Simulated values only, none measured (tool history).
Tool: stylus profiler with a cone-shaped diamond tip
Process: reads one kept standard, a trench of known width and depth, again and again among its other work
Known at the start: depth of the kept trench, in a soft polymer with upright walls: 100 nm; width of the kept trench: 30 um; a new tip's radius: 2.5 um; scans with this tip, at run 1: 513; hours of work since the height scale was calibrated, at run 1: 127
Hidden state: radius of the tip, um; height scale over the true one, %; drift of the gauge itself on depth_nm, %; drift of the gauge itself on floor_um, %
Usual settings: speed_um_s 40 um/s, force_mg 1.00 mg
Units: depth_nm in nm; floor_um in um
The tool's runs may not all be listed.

run,hour,speed_um_s,force_mg,scans with this tip,hours of work since the height scale was calibrated,depth_nm,floor_um
1,0.0,40,1.00,513,127,100.70,28.35
2,28.9,40,1.00,582,144,100.76,28.30
3,61.5,40,1.00,660,163,100.73,28.34
4,91.8,40,0.90,733,181,100.66,28.33
5,123.6,40,1.00,809,200,100.77,28.32
6,156.9,40,1.00,888,220,100.76,28.26
7,190.9,40,1.00,970,240,100.72,28.29
8,226.4,40,1.00,1055,261,100.76,28.30
9,265.2,40,0.40,1147,284,100.46,28.12
10,300.8,40,0.40,1232,305,100.45,28.11
11,324.9,40,0.40,1290,319,100.42,28.18
12,355.7,40,0.40,1364,337,100.43,28.14
13,405.2,40,1.00,1482,366,100.80,28.28
14,450.9,40,2.95,1591,393,101.55,28.39
15,472.4,40,2.95,1643,406,101.51,28.42
16,510.1,25,2.95,1733,428,101.52,28.42
17,536.5,30,1.00,1796,444,100.80,28.26
18,560.3,30,1.00,1853,458,100.74,28.30
19,586.0,30,1.00,1914,473,100.89,28.32
20,635.1,40,1.00,2032,502,100.87,28.23
21,681.3,40,1.00,2142,529,100.84,28.24
22,722.6,40,1.00,2241,554,100.83,28.25
23,756.0,26,1.00,2321,574,100.82,28.32
24,794.5,26,1.00,2413,596,100.79,28.39
25,825.4,109,0.78,2487,615,100.76,27.79
26,846.1,109,0.78,2536,627,100.79,27.81
# hour 849.8: height scale calibrated on a step standard
27,874.6,109,0.78,2603,15,100.76,27.71
28,908.9,31,2.41,2685,35,101.42,28.35
# hour 949.4: height scale calibrated on a step standard, once more
29,956.0,31,1.71,2796,4,100.94,28.33
30,997.8,65,0.46,2896,29,100.35,27.89
31,1034.7,65,0.46,2985,50,100.38,27.91
32,1079.3,11,1.15,3091,77,100.72,28.33
33,1117.1,11,1.15,3182,99,100.73,28.32
34,1162.8,10,0.44,3291,126,100.30,28.35
35,1201.2,10,1.33,3383,149,100.81,28.35
36,1232.3,10,1.33,3457,167,100.76,28.35
37,1259.2,10,1.33,3521,183,100.79,28.36
38,1290.4,10,1.33,3596,201,100.82,28.36
39,1338.0,100,1.33,3710,230,100.89,27.93
40,1386.5,100,2.38,3826,258,101.18,28.04
41,1431.0,53,2.26,3932,285,101.22,28.21
42,1459.6,53,2.26,4000,301,101.22,28.17
43,1482.0,53,2.26,4054,315,101.18,28.21
44,1525.1,84,0.62,4157,340,100.58,27.74
45,1547.0,84,0.62,4209,353,100.52,27.77
46,1597.4,81,1.00,4330,383,100.65,27.89

Hidden state at the last listed run before each entry between runs and at the first one after, where it differs:
Between runs 26 and 27: height scale calibrated on a step standard (hour 849.8)
  radius of the tip, um: 3 -> 3.01; height scale over the true one, %: 0.146 -> 0.198
  measured less the result without the state, depth_nm: +0.15 -> +0.20 nm; floor_um: -0.13 -> -0.14 um
Between runs 28 and 29: height scale calibrated on a step standard, once more (hour 949.4)
  radius of the tip, um: 3.03 -> 3.05; height scale over the true one, %: 0.203 -> -0.085
  measured less the result without the state, depth_nm: +0.21 -> -0.08 nm; floor_um: -0.15 -> -0.14 um

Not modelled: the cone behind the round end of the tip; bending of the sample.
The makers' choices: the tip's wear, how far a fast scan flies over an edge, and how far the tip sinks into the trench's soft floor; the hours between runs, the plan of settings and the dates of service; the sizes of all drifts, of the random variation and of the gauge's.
